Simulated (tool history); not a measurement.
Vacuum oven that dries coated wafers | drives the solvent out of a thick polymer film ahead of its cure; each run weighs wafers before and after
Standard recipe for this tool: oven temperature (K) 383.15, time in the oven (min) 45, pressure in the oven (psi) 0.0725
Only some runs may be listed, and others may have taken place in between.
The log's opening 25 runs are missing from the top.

| run | day | oven temperature (K) | time in the oven (min) | pressure in the oven (psi) | hours of work since the thermocouples were calibrated | hours of work since the vacuum gauge was cleaned of residue | solvent left in the film (%) |
|---|---|---|---|---|---|---|---|
| 26 | 36.300 | 391.15 | 56 | 0.0702 | 132 | 1150 | 1.75 |
| 27 | 37.104 | 384.15 | 45 | 0.1769 | 141 | 1160 | 5.19 |
| 28 | 38.917 | 384.15 | 45 | 0.1769 | 161 | 1180 | 5.17 |
| 29 | 40.083 | 371.15 | 22 | 0.2183 | 175 | 1193 | 13.41 |
| 30 | 41.596 | 371.15 | 45 | 0.1671 | 192 | 1210 | 10.12 |
| 31 | 42.483 | 371.15 | 45 | 0.1671 | 202 | 1220 | 10.23 |
| 32 | 44.246 | 383.15 | 45 | 0.0540 | 222 | 1240 | 4.91 |
| 33 | 45.708 | 383.15 | 45 | 0.0540 | 238 | 1257 | 4.89 |
| 34 | 47.638 | 383.15 | 45 | 0.0540 | 260 | 1278 | 4.93 |
| 35 | 49.433 | 397.15 | 40 | 0.0540 | 280 | 1299 | 1.66 |
| 36 | 51.167 | 397.15 | 40 | 0.0540 | 300 | 1318 | 1.77 |
| 37 | 53.088 | 397.15 | 45 | 0.0725 | 321 | 1340 | 1.49 |
| 38 | 54.367 | 375.15 | 77 | 0.0850 | 336 | 1354 | 5.20 |
| 39 | 55.417 | 375.15 | 40 | 0.0409 | 348 | 1366 | 8.73 |
| 40 | 57.258 | 386.15 | 77 | 0.2458 | 368 | 1387 | 3.05 |

Each row is a separate what-if for the run after 40, all from the same tool condition, not one after another. Results?
| A | 58.242 | 389.15 | 34 | 0.2267 | 380 | 1398 | ? |
| B | 58.242 | 395.15 | 60 | 0.0725 | 380 | 1398 | ? |
| C | 58.242 | 387.15 | 77 | 0.2458 | 380 | 1398 | ? |

| run | solvent left in the film (%) |
|---|---|
| A | 5.43 |
| B | 1.18 |
| C | 2.82 |
Take away the tool's hidden state, keep each run's random variation, and the runs would have read:
| run | solvent left in the film (%) |
|---|---|
| A | 4.80 |
| B | 0.75 |
| C | 2.21 |
